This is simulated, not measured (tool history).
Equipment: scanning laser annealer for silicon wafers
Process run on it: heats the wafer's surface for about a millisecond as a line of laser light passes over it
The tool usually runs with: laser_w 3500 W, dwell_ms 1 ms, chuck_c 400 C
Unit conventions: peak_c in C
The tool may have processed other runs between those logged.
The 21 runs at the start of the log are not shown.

Run 22, day 13.379: usual settings but laser_w 3287 W, dwell_ms 1.12 ms, chuck_c 422 C. Result: peak_c 1220 C.
Run 23, day 14.146: usual settings but laser_w 3619 W, dwell_ms 0.84 ms, chuck_c 393 C. Result: peak_c 1141 C.
Run 24, day 14.5: usual settings but laser_w 3480 W, dwell_ms 0.73 ms, chuck_c 370 C. Result: peak_c 1036 C.
Run 25, day 15.233: usual settings but laser_w 3624 W, chuck_c 397 C. Result: peak_c 1218 C.
Run 26, day 15.954: usual settings but laser_w 3023 W, dwell_ms 1.05 ms, chuck_c 425 C. Result: peak_c 1137 C.
Run 27, day 16.725: usual settings but laser_w 3322 W, dwell_ms 1.22 ms, chuck_c 427 C. Result: peak_c 1269 C.
Run 28, day 17.412: usual settings but laser_w 3181 W, dwell_ms 1.11 ms, chuck_c 393 C. Result: peak_c 1160 C.
Run 29, day 18.017: usual settings but laser_w 3725 W, dwell_ms 0.8 ms, chuck_c 373 C. Result: peak_c 1119 C.
Run 30, day 18.621: usual settings but laser_w 3302 W, dwell_ms 0.73 ms, chuck_c 382 C. Result: peak_c 1015 C.
Run 31, day 19.179: usual settings but laser_w 3693 W. Result: peak_c 1236 C.
Run 32, day 19.629: usual settings but dwell_ms 0.72 ms, chuck_c 436 C. Result: peak_c 1101 C.
Run 33, day 20.404: usual settings but dwell_ms 0.7 ms, chuck_c 383 C. Result: peak_c 1039 C.
Run 34, day 20.85: usual settings but dwell_ms 0.94 ms. Result: peak_c 1170 C.
Run 35, day 21.2: usual settings but dwell_ms 0.94 ms. Result: peak_c 1169 C.
Run 36, day 21.825: usual settings but laser_w 3318 W, dwell_ms 0.94 ms, chuck_c 418 C. Result: peak_c 1151 C.
Run 37, day 22.438: usual settings but laser_w 3228 W, dwell_ms 1.07 ms, chuck_c 373 C. Result: peak_c 1139 C.
Run 38, day 22.888: usual settings but laser_w 3228 W, dwell_ms 1.07 ms, chuck_c 373 C. Result: peak_c 1137 C.
Run 39, day 23.45: usual settings but laser_w 3228 W, dwell_ms 1.07 ms, chuck_c 405 C. Result: peak_c 1169 C.
Run 40, day 23.983: usual settings but laser_w 3228 W, dwell_ms 1.07 ms, chuck_c 405 C. Result: peak_c 1165 C.

5 options for the next run, each taken on its own from the tool as it stands now. Forecast them:
Run A, day 24.362: usual settings but laser_w 3805 W. Result: peak_c ?.
Run B, day 24.362: usual settings but laser_w 3490 W, dwell_ms 1.13 ms, chuck_c 421 C. Result: peak_c ?.
Run C, day 24.362: usual settings but laser_w 3708 W. Result: peak_c ?.
Run D, day 24.362: usual settings but laser_w 3602 W, dwell_ms 1.22 ms, chuck_c 378 C. Result: peak_c ?.
Run E, day 24.362: usual settings but laser_w 3612 W, dwell_ms 1.07 ms, chuck_c 405 C. Result: peak_c ?.

run  peak_c
  A    1260
  B    1270
  C    1243
  D    1292
  E    1254
Take away the tool's hidden state, keep each run's random variation, and the runs would have read:
run  peak_c
  A    1261
  B    1271
  C    1244
  D    1292
  E    1255
